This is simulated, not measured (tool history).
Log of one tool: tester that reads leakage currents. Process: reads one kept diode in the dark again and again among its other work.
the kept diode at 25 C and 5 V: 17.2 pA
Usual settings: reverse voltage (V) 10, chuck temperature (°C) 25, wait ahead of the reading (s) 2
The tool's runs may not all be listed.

run   hour  reverse voltage (V)  chuck temperature (°C)  wait ahead of the reading (s)  current that the tester gives (pA)
  1      0                   10                      25                              2                               39.09
  2   16.1                   10                      25                           7.02                               38.58
  3   45.9                   10                      25                              2                               39.53
  4   72.3                   10                      55                              2                              218.05
  5   97.1                   10                      55                              2                              217.92
  6  115.5                   10                      55                              2                              217.63
  7  128.5                   10                      55                              2                              217.06
  8  142.1                   10                      55                              2                              218.27
  9  172.2                   10                      55                              2                              217.36
 10  201.9                 16.4                      25                              2                               58.77
 11    224                 16.4                      25                              2                               59.11
 12  247.6                   10                      25                            4.7                               40.93
 13  273.6                   10                      26                           0.42                               48.29
 14  293.5                    9                      21                           4.51                               32.82
 15  306.5                    9                      21                           4.51                               32.93
 16  322.9                    9                      21                           4.51                               33.22
 17  346.2                 17.5                      25                           3.73                               63.22
 18  366.8                 12.4                      46                           1.81                              141.72
 19  380.8                    2                      36                           0.58                               31.53

4 ways to go on from here, each from the tool as it stands after run 19. What would each give?
  A  406.4                  9.4                      25                           0.55                                   ?
  B  406.4                   10                      21                           5.64                                   ?
  C  406.4                  1.3                      36                           9.21                                   ?
  D  406.4                    2                      23                           0.58                                   ?

run  current that the tester gives (pA)
  A                               44.57
  B                               36.73
  C                               25.36
  D                               14.47
Without the tool's hidden state the same runs would have given:
run  current that the tester gives (pA)
  A                               26.47
  B                               16.85
  C                               24.19
  D                               11.01
